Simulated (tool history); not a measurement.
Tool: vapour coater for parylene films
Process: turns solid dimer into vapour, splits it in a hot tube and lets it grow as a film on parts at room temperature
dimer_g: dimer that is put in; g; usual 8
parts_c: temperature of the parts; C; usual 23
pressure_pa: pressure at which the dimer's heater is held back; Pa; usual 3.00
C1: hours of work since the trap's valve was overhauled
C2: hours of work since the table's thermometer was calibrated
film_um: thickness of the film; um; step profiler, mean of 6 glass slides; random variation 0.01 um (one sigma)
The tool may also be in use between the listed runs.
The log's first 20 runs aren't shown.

{"run": 21, "hour": 926.8, "dimer_g": 8, "parts_c": 17, "pressure_pa": 9.21, "C1": 159, "C2": 1097, "film_um": 2.94}
{"run": 22, "hour": 994.8, "dimer_g": 6, "parts_c": 17, "pressure_pa": 5.17, "C1": 218, "C2": 1156, "film_um": 2.27}
{"run": 23, "hour": 1034.4, "dimer_g": 6, "parts_c": 17, "pressure_pa": 3.23, "C1": 253, "C2": 1191, "film_um": 2.32}
{"run": 24, "hour": 1084.9, "dimer_g": 7, "parts_c": 20, "pressure_pa": 2.41, "C1": 297, "C2": 1235, "film_um": 2.42}
{"run": 25, "hour": 1145.6, "dimer_g": 7, "parts_c": 20, "pressure_pa": 2.41, "C1": 350, "C2": 1288, "film_um": 2.37}
{"run": 26, "hour": 1178.1, "dimer_g": 7, "parts_c": 20, "pressure_pa": 2.41, "C1": 378, "C2": 1317, "film_um": 2.37}
{"run": 27, "hour": 1224.3, "dimer_g": 3, "parts_c": 22, "pressure_pa": 9.28, "C1": 419, "C2": 1357, "film_um": 0.84}
{"run": 28, "hour": 1293.3, "dimer_g": 14, "parts_c": 32, "pressure_pa": 3.0, "C1": 479, "C2": 1417, "film_um": 2.67}
{"run": 29, "hour": 1353.1, "dimer_g": 14, "parts_c": 32, "pressure_pa": 3.0, "C1": 531, "C2": 1470, "film_um": 2.64}
{"run": 30, "hour": 1402.3, "dimer_g": 8, "parts_c": 20, "pressure_pa": 3.0, "C1": 574, "C2": 1513, "film_um": 2.57}

4 ways to go on from here, each from the tool as it stands after run 30. What would each give?
{"run": "A", "hour": 1455.0, "dimer_g": 8, "parts_c": 23, "pressure_pa": 3.19, "C1": 620, "C2": 1559, "film_um": "?"}
{"run": "B", "hour": 1455.0, "dimer_g": 8, "parts_c": 20, "pressure_pa": 3.0, "C1": 620, "C2": 1559, "film_um": "?"}
{"run": "C", "hour": 1455.0, "dimer_g": 8, "parts_c": 18, "pressure_pa": 3.0, "C1": 620, "C2": 1559, "film_um": "?"}
{"run": "D", "hour": 1455.0, "dimer_g": 8, "parts_c": 20, "pressure_pa": 5.11, "C1": 620, "C2": 1559, "film_um": "?"}

run=A film_um=2.22
run=B film_um=2.57
run=C film_um=2.85
run=D film_um=2.49
Without the tool's hidden state the same runs would have given:
run=A film_um=2.38
run=B film_um=2.75
run=C film_um=3.05
run=D film_um=2.67
